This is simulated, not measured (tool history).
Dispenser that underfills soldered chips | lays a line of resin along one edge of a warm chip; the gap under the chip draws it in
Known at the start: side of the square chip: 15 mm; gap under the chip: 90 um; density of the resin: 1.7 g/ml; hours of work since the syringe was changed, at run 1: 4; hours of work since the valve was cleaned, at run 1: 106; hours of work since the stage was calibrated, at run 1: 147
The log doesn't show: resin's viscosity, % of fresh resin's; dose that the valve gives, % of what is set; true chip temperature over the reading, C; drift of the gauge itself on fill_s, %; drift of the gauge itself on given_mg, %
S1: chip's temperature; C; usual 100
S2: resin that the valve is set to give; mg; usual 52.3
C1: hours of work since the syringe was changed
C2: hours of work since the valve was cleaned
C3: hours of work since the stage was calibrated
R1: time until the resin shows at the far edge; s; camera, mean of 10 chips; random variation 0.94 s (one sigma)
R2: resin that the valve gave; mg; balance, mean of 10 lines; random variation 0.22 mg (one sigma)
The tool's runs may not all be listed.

Run 1, hour 0.0: usual settings; C1 4; C2 106; C3 147. Result: R1 121.5 s, R2 50.28 mg.
At hour 5.7: new syringe of resin.
Run 2, hour 16.0: usual settings; C1 7; C2 117; C3 158. Result: R1 149.3 s, R2 49.68 mg.
At hour 17.8: new syringe of resin.
At hour 24.3: dispensing valve cleaned and set on the balance.
Run 3, hour 28.1: usual settings; C1 6; C2 3; C3 166. Result: R1 137.5 s, R2 52.38 mg.
At hour 31.0: new syringe of resin.
Run 4, hour 36.6: usual settings; C1 4; C2 8; C3 172. Result: R1 114.4 s, R2 52.57 mg.
At hour 43.0: new syringe of resin.
Run 5, hour 51.2: usual settings but S2 61.2 mg; C1 6; C2 18; C3 182. Result: R1 129.6 s, R2 60.38 mg.
At hour 55.8: new syringe of resin.
Run 6, hour 59.8: usual settings; C1 3; C2 24; C3 187. Result: R1 105.7 s, R2 51.19 mg.
At hour 68.1: new syringe of resin.
Run 7, hour 68.1: usual settings; C1 0; C2 30; C3 193. Result: R1 84.5 s, R2 51.92 mg.
At hour 80.7: new syringe of resin.
Run 8, hour 80.7: usual settings; C1 0; C2 38; C3 201. Result: R1 82.5 s, R2 51.30 mg.
At hour 92.9: new syringe of resin.
Run 9, hour 93.0: usual settings; C1 0; C2 47; C3 210. Result: R1 85.1 s, R2 51.34 mg.
At hour 106.1: new syringe of resin.
Run 10, hour 106.1: usual settings; C1 0; C2 56; C3 219. Result: R1 85.4 s, R2 51.14 mg.
Run 11, hour 115.8: usual settings but S1 109 C; C1 7; C2 63; C3 226. Result: R1 96.3 s, R2 50.66 mg.
At hour 119.4: new syringe of resin.
Run 12, hour 124.5: usual settings; C1 4; C2 68; C3 232. Result: R1 111.2 s, R2 50.68 mg.
At hour 131.8: new syringe of resin.
Run 13, hour 136.2: usual settings but S2 59.1 mg; C1 3; C2 76; C3 239. Result: R1 103.3 s, R2 56.64 mg.
At hour 144.1: new syringe of resin.
Run 14, hour 147.3: usual settings but S1 112 C, S2 60.3 mg; C1 2; C2 84; C3 247. Result: R1 57.8 s, R2 58.04 mg.
At hour 156.8: new syringe of resin.
Run 15, hour 163.3: usual settings but S2 62.3 mg; C1 5; C2 95; C3 258. Result: R1 115.5 s, R2 59.38 mg.
At hour 170.0: new syringe of resin.
Run 16, hour 180.2: usual settings but S1 98 C, S2 62.3 mg; C1 7; C2 107; C3 270. Result: R1 154.7 s, R2 59.83 mg.
At hour 182.8: new syringe of resin.
Run 17, hour 188.0: usual settings but S1 103 C; C1 4; C2 112; C3 275. Result: R1 95.6 s, R2 49.63 mg.
At hour 195.8: new syringe of resin.
Run 18, hour 198.5: usual settings but S1 103 C; C1 2; C2 119; C3 282. Result: R1 84.4 s, R2 49.71 mg.
At hour 204.7: dispensing valve cleaned and set on the balance.
At hour 208.9: new syringe of resin.
Run 19, hour 210.6: usual settings but S1 110 C, S2 46.2 mg; C1 1; C2 4; C3 290. Result: R1 59.6 s, R2 46.16 mg.
At hour 221.0: new syringe of resin.
Run 20, hour 227.3: usual settings but S1 103 C; C1 4; C2 15; C3 301. Result: R1 98.9 s, R2 52.08 mg.
At hour 233.8: new syringe of resin.
Run 21, hour 237.8: usual settings but S1 110 C, S2 52.9 mg; C1 3; C2 23; C3 308. Result: R1 64.8 s, R2 52.66 mg.
At hour 247.2: new syringe of resin.
Run 22, hour 249.7: usual settings but S1 93 C, S2 46.9 mg; C1 2; C2 31; C3 316. Result: R1 129.8 s, R2 46.20 mg.
At hour 259.4: new syringe of resin.
Run 23, hour 267.5: usual settings but S1 93 C, S2 46.9 mg; C1 6; C2 43; C3 328. Result: R1 172.5 s, R2 46.61 mg.
At hour 272.6: new syringe of resin.
At hour 284.8: new syringe of resin.
Run 24, hour 284.8: usual settings but S1 93 C, S2 46.9 mg; C1 0; C2 55; C3 340. Result: R1 115.3 s, R2 45.77 mg.
At hour 297.0: new syringe of resin.
Run 25, hour 297.0: usual settings but S1 93 C, S2 46.9 mg; C1 0; C2 63; C3 349. Result: R1 112.9 s, R2 45.59 mg.

Forecast each of these 5 alternatives for the next run:
Run A, hour 304.4: usual settings but S1 86 C, S2 63.6 mg; C1 5; C2 68; C3 354. Result: R1 ?, R2 ?.
Run B, hour 304.4: usual settings but S2 46.0 mg; C1 5; C2 68; C3 354. Result: R1 ?, R2 ?.
Run C, hour 304.4: usual settings but S1 91 C, S2 46.1 mg; C1 5; C2 68; C3 354. Result: R1 ?, R2 ?.
Run D, hour 304.4: usual settings but S2 53.8 mg; C1 5; C2 68; C3 354. Result: R1 ?, R2 ?.
Run E, hour 304.4: usual settings but S1 93 C, S2 61.2 mg; C1 5; C2 68; C3 354. Result: R1 ?, R2 ?.

run     R1     R2
  A  223.2  62.08
  B  123.8  44.46
  C  188.6  45.05
  D  117.1  52.44
  E  162.4  58.91
Without the tool's hidden state the same runs would have given:
run     R1     R2
  A  168.2  63.96
  B   92.0  45.81
  C  140.9  46.42
  D   87.3  54.03
  E  121.8  60.70
